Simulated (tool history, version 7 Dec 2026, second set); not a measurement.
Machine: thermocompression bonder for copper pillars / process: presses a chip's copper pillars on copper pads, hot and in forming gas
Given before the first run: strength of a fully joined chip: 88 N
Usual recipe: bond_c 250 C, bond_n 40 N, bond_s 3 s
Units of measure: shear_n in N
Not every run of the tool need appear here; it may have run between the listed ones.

run   hour  bond_c  bond_n  bond_s  shear_n
  1      0     250      40       3     66.6
  2      9     250      40       3       65
  3   14.8     264      40       3     73.1
  4     26     264      40       3       74
  5   37.3     258      40       3     71.5
  6   49.6     251      40       3     66.1
  7   57.8     250      40       3       65
  8   68.6     250      40       3       66
  9   75.1     250      40       3     64.7
 10   85.3     262      40       3     70.7
 11   90.9     250      40       3     64.5
 12   95.9     250      40       3     65.6
 13  106.1     250      40       3     65.5
 14  117.3     250      40       3     64.3
 15  127.2     250      40       3       65
 16  138.4     250      40       3       64
 17  145.2     250      40       3     64.8
 18  155.3     250      40       3     65.8
 19  166.8     250      40       3     64.8
 20    174     250      40       3     63.8
 21  179.3     237      40       5     64.9
 22  187.2     250      39       3     61.5
 23  197.8     250      39       3     62.2
 24    206     256      29       2     51.9
 25  218.3     256      29       2     51.6
 26  229.6     279      52       2     77.6
 27  241.6     246      25       3     47.7
 28  252.3     246      27       3     49.2
 29  262.2     221      57       7     66.9
 30  267.4     221      57       7     69.3
 31  278.6     221      50       7     63.7
 32  287.9     243      37       8     70.8
 33  293.9     249      37       2     53.7
 34    299     249      37       2     53.5
 35  304.5     249      37       3     61.2
     312.1  -- heater calibrated with a thermocouple chip
 36  314.6     280      28       8     74.3
 37  323.3     280      31       7     75.8
 38  333.5     280      31       5     71.7
 39    339     228      35       5     49.2

How would selected steps in shear_n from run to run divide? Give the signed amount a tool lacking its hidden state would still show from settings, what came in and random variation, and the signed amount left for the hidden state, including any gauge scatter that is not in both of the compared results.
Unlogged tool condition in this case: true temperature of the bond over the reading, C; force that reaches the chip, % of what is set; oxide that the forming gas leaves, % of the face; drift of the gauge itself on shear_n, %.
Run 25 -> 26: bond_c 256 -> 279, bond_n 29 -> 52. shear_n +26 N: hidden state -3.2, all else +29.2.
Run 26 -> 27: bond_c 279 -> 246, bond_n 52 -> 25, bond_s 2 -> 3. shear_n -29.9 N: hidden state +3.3, all else -33.2.
Run 35 -> 36: bond_c 249 -> 280, bond_n 37 -> 28, bond_s 3 -> 8, heater calibrated with a thermocouple chip. shear_n +13.1 N: hidden state -4.8, all else +17.9.
Run 38 -> 39: bond_c 280 -> 228, bond_n 31 -> 35. shear_n -22.5 N: hidden state +2.2, all else -24.7.

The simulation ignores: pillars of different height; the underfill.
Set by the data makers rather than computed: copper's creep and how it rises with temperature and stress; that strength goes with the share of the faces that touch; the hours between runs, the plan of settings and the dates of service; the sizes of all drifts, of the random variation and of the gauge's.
